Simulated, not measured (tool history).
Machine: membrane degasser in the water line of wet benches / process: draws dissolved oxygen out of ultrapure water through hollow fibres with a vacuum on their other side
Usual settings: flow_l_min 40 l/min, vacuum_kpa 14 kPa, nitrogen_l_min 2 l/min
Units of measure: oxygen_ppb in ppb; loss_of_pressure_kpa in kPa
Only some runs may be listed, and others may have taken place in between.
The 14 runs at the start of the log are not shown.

| run | hour | flow_l_min | vacuum_kpa | nitrogen_l_min | oxygen_ppb | loss_of_pressure_kpa |
|---|---|---|---|---|---|---|
| 15 | 1603.4 | 24 | 11.1 | 2 | 216.3 | 40.04 |
|  | 1719 | seals of the vacuum lines changed |
| 16 | 1728.7 | 24 | 11.1 | 2 | 216.7 | 39.93 |
| 17 | 1905.1 | 35 | 10.7 | 2 | 288.6 | 58.47 |
| 18 | 2037.6 | 43 | 10.3 | 2 | 329.8 | 71.57 |
| 19 | 2207.9 | 60 | 10 | 0.91 | 751.5 | 100.32 |
| 20 | 2343.4 | 60 | 10 | 0.91 | 758.1 | 99.94 |
| 21 | 2507.8 | 34 | 10 | 5.47 | 102.4 | 57.21 |
|  | 2545 | vacuum gauge calibrated |
| 22 | 2669 | 34 | 25.9 | 5.47 | 328.2 | 56.91 |
| 23 | 2811.7 | 31 | 13.6 | 3.04 | 244.3 | 51.98 |
| 24 | 2898.3 | 31 | 13.6 | 3.04 | 245.1 | 51.61 |
| 25 | 2971.8 | 47 | 25.8 | 2.68 | 816.9 | 79.22 |
| 26 | 3111.7 | 47 | 25.8 | 2.68 | 812.3 | 78.87 |
| 27 | 3198.5 | 47 | 25.8 | 2.68 | 819.3 | 78.21 |
| 28 | 3271.4 | 47 | 25.8 | 2.68 | 819.8 | 78.61 |
| 29 | 3414 | 26 | 9.9 | 2 | 196.8 | 43.33 |
| 30 | 3550.9 | 41 | 23.7 | 1.14 | 1307.6 | 68.58 |
| 31 | 3665.9 | 41 | 23.7 | 1.14 | 1313.6 | 68.79 |
| 32 | 3822.2 | 54 | 14 | 2 | 598.1 | 90.48 |

Alternative continuations, all from the tool just after run 32; predict every row:
| A | 3912.3 | 55 | 11.8 | 1.98 | ? | ? |
| B | 3912.3 | 54 | 10.8 | 2 | ? | ? |
| C | 3912.3 | 40 | 14.2 | 2 | ? | ? |
| D | 3912.3 | 54 | 14 | 3.23 | ? | ? |

| run | oxygen_ppb | loss_of_pressure_kpa |
|---|---|---|
| A | 489.9 | 91.96 |
| B | 427 | 90.13 |
| C | 468 | 66.48 |
| D | 403.3 | 90.45 |
Take away the tool's hidden state, keep each run's random variation, and the runs would have read:
| run | oxygen_ppb | loss_of_pressure_kpa |
|---|---|---|
| A | 489.6 | 91.84 |
| B | 426.8 | 90.01 |
| C | 467.8 | 66.4 |
| D | 403.1 | 90.33 |

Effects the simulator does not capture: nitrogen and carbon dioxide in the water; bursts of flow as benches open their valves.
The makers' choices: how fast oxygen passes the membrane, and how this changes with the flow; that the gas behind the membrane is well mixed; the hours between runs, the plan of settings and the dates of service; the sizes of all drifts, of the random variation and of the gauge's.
